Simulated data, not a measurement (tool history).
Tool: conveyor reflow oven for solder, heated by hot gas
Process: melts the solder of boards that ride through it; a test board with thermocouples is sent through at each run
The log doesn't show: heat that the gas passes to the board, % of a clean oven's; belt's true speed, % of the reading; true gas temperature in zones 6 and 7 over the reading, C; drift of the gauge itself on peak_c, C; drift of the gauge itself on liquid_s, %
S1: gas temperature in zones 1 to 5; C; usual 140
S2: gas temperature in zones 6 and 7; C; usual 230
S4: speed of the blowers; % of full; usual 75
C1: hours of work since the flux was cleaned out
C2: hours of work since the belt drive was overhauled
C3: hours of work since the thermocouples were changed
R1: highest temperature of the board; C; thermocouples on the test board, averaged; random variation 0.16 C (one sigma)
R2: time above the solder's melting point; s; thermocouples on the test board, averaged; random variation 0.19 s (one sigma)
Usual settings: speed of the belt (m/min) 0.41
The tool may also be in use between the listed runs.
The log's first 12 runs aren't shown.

{"run": 13, "hour": 142.0, "S1": 128, "S2": 230, "speed of the belt (m/min)": 0.41, "S4": 62, "C1": 87, "C2": 269, "C3": 578, "R1": 204.7, "R2": 45.5}
{"run": 14, "hour": 151.2, "S1": 128, "S2": 230, "speed of the belt (m/min)": 0.41, "S4": 62, "C1": 94, "C2": 276, "C3": 585, "R1": 204.5, "R2": 45.6}
{"run": 15, "hour": 164.4, "S1": 128, "S2": 230, "speed of the belt (m/min)": 0.41, "S4": 62, "C1": 104, "C2": 286, "C3": 595, "R1": 204.5, "R2": 45.6}
{"run": 16, "hour": 176.2, "S1": 140, "S2": 230, "speed of the belt (m/min)": 0.399, "S4": 75, "C1": 114, "C2": 295, "C3": 604, "R1": 213.3, "R2": 63.7}
{"run": 17, "hour": 188.5, "S1": 134, "S2": 230, "speed of the belt (m/min)": 0.399, "S4": 75, "C1": 123, "C2": 304, "C3": 614, "R1": 211.7, "R2": 60}
{"run": 18, "hour": 196.5, "S1": 134, "S2": 229, "speed of the belt (m/min)": 0.341, "S4": 75, "C1": 129, "C2": 311, "C3": 620, "R1": 216, "R2": 77}
{"run": 19, "hour": 214.2, "S1": 140, "S2": 224, "speed of the belt (m/min)": 0.41, "S4": 53, "C1": 143, "C2": 324, "C3": 633, "R1": 198.6, "R2": 39.2}
{"run": 20, "hour": 232.5, "S1": 140, "S2": 224, "speed of the belt (m/min)": 0.41, "S4": 53, "C1": 157, "C2": 338, "C3": 647, "R1": 198.3, "R2": 39.2}
{"run": 21, "hour": 249.4, "S1": 140, "S2": 224, "speed of the belt (m/min)": 0.41, "S4": 53, "C1": 170, "C2": 351, "C3": 660, "R1": 198.7, "R2": 39.5}
{"run": 22, "hour": 264.2, "S1": 140, "S2": 238, "speed of the belt (m/min)": 0.425, "S4": 71, "C1": 181, "C2": 363, "C3": 672, "R1": 215.6, "R2": 61.4}
{"run": 23, "hour": 282.1, "S1": 140, "S2": 230, "speed of the belt (m/min)": 0.41, "S4": 75, "C1": 195, "C2": 376, "C3": 686, "R1": 211.6, "R2": 60.4}
{"hour": 293.6, "done": "flux residue cleaned out of gas plates and filters"}
{"run": 24, "hour": 299.9, "S1": 150, "S2": 235, "speed of the belt (m/min)": 0.41, "S4": 75, "C1": 5, "C2": 386, "C3": 695, "R1": 219.6, "R2": 73}
{"run": 25, "hour": 316.5, "S1": 150, "S2": 235, "speed of the belt (m/min)": 0.41, "S4": 75, "C1": 18, "C2": 399, "C3": 708, "R1": 219.7, "R2": 73}
{"run": 26, "hour": 332.3, "S1": 140, "S2": 235, "speed of the belt (m/min)": 0.41, "S4": 64, "C1": 30, "C2": 411, "C3": 720, "R1": 213.6, "R2": 61.4}
{"run": 27, "hour": 348.2, "S1": 140, "S2": 235, "speed of the belt (m/min)": 0.41, "S4": 64, "C1": 42, "C2": 424, "C3": 733, "R1": 213.4, "R2": 61.2}
{"run": 28, "hour": 366.3, "S1": 146, "S2": 235, "speed of the belt (m/min)": 0.41, "S4": 64, "C1": 56, "C2": 437, "C3": 747, "R1": 214.5, "R2": 65.6}
{"hour": 374.7, "done": "thermocouples of zones 6 and 7 changed"}
{"run": 29, "hour": 384.9, "S1": 146, "S2": 235, "speed of the belt (m/min)": 0.41, "S4": 64, "C1": 69, "C2": 450, "C3": 8, "R1": 212.1, "R2": 63}
{"run": 30, "hour": 393.1, "S1": 140, "S2": 220, "speed of the belt (m/min)": 0.41, "S4": 64, "C1": 75, "C2": 457, "C3": 14, "R1": 199, "R2": 42.4}

5 ways to go on from here, each from the tool as it stands after run 30. What would each give?
{"run": "A", "hour": 405.9, "S1": 153, "S2": 220, "speed of the belt (m/min)": 0.41, "S4": 64, "C1": 85, "C2": 466, "C3": 24, "R1": "?", "R2": "?"}
{"run": "B", "hour": 405.9, "S1": 140, "S2": 220, "speed of the belt (m/min)": 0.458, "S4": 64, "C1": 85, "C2": 466, "C3": 24, "R1": "?", "R2": "?"}
{"run": "C", "hour": 405.9, "S1": 140, "S2": 230, "speed of the belt (m/min)": 0.402, "S4": 75, "C1": 85, "C2": 466, "C3": 24, "R1": "?", "R2": "?"}
{"run": "D", "hour": 405.9, "S1": 140, "S2": 224, "speed of the belt (m/min)": 0.485, "S4": 61, "C1": 85, "C2": 466, "C3": 24, "R1": "?", "R2": "?"}
{"run": "E", "hour": 405.9, "S1": 143, "S2": 220, "speed of the belt (m/min)": 0.41, "S4": 64, "C1": 85, "C2": 466, "C3": 24, "R1": "?", "R2": "?"}

run=A R1=202.1 R2=54.1
run=B R1=195.1 R2=30
run=C R1=211.3 R2=61.9
run=D R1=194.4 R2=26.2
run=E R1=199.7 R2=44.9
Without the tool's hidden state the same runs would have given:
run=A R1=202.7 R2=54.9
run=B R1=195.8 R2=31.2
run=C R1=212.1 R2=62.5
run=D R1=195.2 R2=27.4
run=E R1=200.4 R2=45.9
